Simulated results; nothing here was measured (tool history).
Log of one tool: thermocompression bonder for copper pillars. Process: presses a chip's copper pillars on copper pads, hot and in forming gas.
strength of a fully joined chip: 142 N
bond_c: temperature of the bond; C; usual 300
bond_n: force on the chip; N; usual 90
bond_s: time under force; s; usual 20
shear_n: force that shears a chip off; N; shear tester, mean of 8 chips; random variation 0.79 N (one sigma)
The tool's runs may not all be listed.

Run 1, hour 0: usual settings. Result: shear_n 59.8 N.
Run 2, hour 58.3: usual settings. Result: shear_n 59.4 N.
Run 3, hour 120.6: usual settings. Result: shear_n 58.6 N.
Run 4, hour 179.7: usual settings but bond_s 14 s. Result: shear_n 47.3 N.
Run 5, hour 231.1: usual settings but bond_s 14 s. Result: shear_n 47 N.
Run 6, hour 295.5: usual settings but bond_s 14 s. Result: shear_n 46.2 N.
Run 7, hour 340.3: usual settings but bond_s 33 s. Result: shear_n 63.4 N.
Run 8, hour 395.8: usual settings but bond_s 33 s. Result: shear_n 69.2 N.
Run 9, hour 455.8: usual settings but bond_s 33 s. Result: shear_n 70.4 N.
Run 10, hour 493: usual settings but bond_s 21 s. Result: shear_n 59.8 N.
Run 11, hour 572.3: usual settings. Result: shear_n 58.2 N.
Run 12, hour 648.8: usual settings. Result: shear_n 58 N.
Run 13, hour 689.3: usual settings. Result: shear_n 57.4 N.
Run 14, hour 738.2: usual settings. Result: shear_n 55.7 N.
Run 15, hour 792.9: usual settings. Result: shear_n 54.3 N.
Run 16, hour 859: usual settings. Result: shear_n 54.3 N.
Run 17, hour 917.2: usual settings. Result: shear_n 55.1 N.
Run 18, hour 951.1: usual settings. Result: shear_n 54.6 N.
Run 19, hour 1015.5: usual settings. Result: shear_n 54.6 N.
Run 20, hour 1057.9: usual settings but bond_c 302 C, bond_n 85 N, bond_s 10 s. Result: shear_n 40 N.
Run 21, hour 1121.8: usual settings but bond_c 302 C, bond_n 85 N, bond_s 10 s. Result: shear_n 39.4 N.
Run 22, hour 1155.7: usual settings but bond_c 273 C, bond_n 135 N, bond_s 12 s. Result: shear_n 41.7 N.
Run 23, hour 1235.8: usual settings but bond_c 318 C, bond_n 125 N, bond_s 38 s. Result: shear_n 96.2 N.
Run 24, hour 1299.9: usual settings but bond_c 318 C, bond_n 127 N, bond_s 38 s. Result: shear_n 110.3 N.
Run 25, hour 1353.7: usual settings but bond_c 282 C, bond_n 122 N. Result: shear_n 58.9 N.
Run 26, hour 1421.6: usual settings but bond_c 282 C, bond_n 122 N. Result: shear_n 59 N.
Run 27, hour 1478.4: usual settings but bond_c 311 C, bond_s 22 s. Result: shear_n 67.7 N.
Run 28, hour 1542.7: usual settings but bond_c 311 C, bond_s 49 s. Result: shear_n 87.8 N.
Run 29, hour 1605.6: usual settings but bond_c 311 C, bond_s 49 s. Result: shear_n 86.9 N.
Run 30, hour 1684.3: usual settings but bond_c 311 C, bond_s 49 s. Result: shear_n 85.3 N.
Run 31, hour 1739.5: usual settings but bond_c 314 C, bond_n 126 N, bond_s 23 s. Result: shear_n 87 N.
Run 32, hour 1779.3: usual settings but bond_c 277 C, bond_n 112 N, bond_s 21 s. Result: shear_n 49.3 N.
Run 33, hour 1826.6: usual settings but bond_c 277 C, bond_n 112 N, bond_s 21 s. Result: shear_n 48.8 N.
Run 34, hour 1875.1: usual settings but bond_n 114 N, bond_s 10 s. Result: shear_n 51.8 N.
Run 35, hour 1939.7: usual settings but bond_n 82 N, bond_s 12 s. Result: shear_n 41.5 N.
Run 36, hour 1977.3: usual settings but bond_c 279 C, bond_n 122 N, bond_s 43 s. Result: shear_n 66.4 N.
Run 37, hour 2020.7: usual settings but bond_c 295 C, bond_n 79 N, bond_s 15 s. Result: shear_n 42.8 N.
Run 38, hour 2061.6: usual settings but bond_c 290 C, bond_s 42 s. Result: shear_n 65.4 N.

Not shown: 4 entries that the log had between the listed runs. Between which runs, and how does the tool's hidden state differ before and after?
Between runs 3 and 4: heater calibrated with a thermocouple chip (hour 170.8)
  true temperature of the bond over the reading, C: 3.7 -> -1.4; force that reaches the chip, % of what is set: 97.8 -> 97.6; oxide that the forming gas leaves, % of the face: 8.33 -> 9.02
  measured less the result without the state, shear_n: -3 -> -6.5 N
Between runs 7 and 8: forming gas filter changed (hour 347.4)
  true temperature of the bond over the reading, C: -1.1 -> -1; force that reaches the chip, % of what is set: 97.1 -> 97; oxide that the forming gas leaves, % of the face: 10.98 -> 1.15
  measured less the result without the state, shear_n: -10 -> -3 N
Between runs 23 and 24: forming gas filter changed (hour 1247)
  true temperature of the bond over the reading, C: 0.5 -> 0.6; force that reaches the chip, % of what is set: 94.4 -> 94.1; oxide that the forming gas leaves, % of the face: 11.27 -> 1.25
  measured less the result without the state, shear_n: -14.2 -> -3.5 N
Between runs 36 and 37: force cell calibrated (hour 1990.7)
  true temperature of the bond over the reading, C: 1.8 -> 1.9; force that reaches the chip, % of what is set: 92 -> 99.6; oxide that the forming gas leaves, % of the face: 9.47 -> 9.95
  measured less the result without the state, shear_n: -9.4 -> -3.4 N
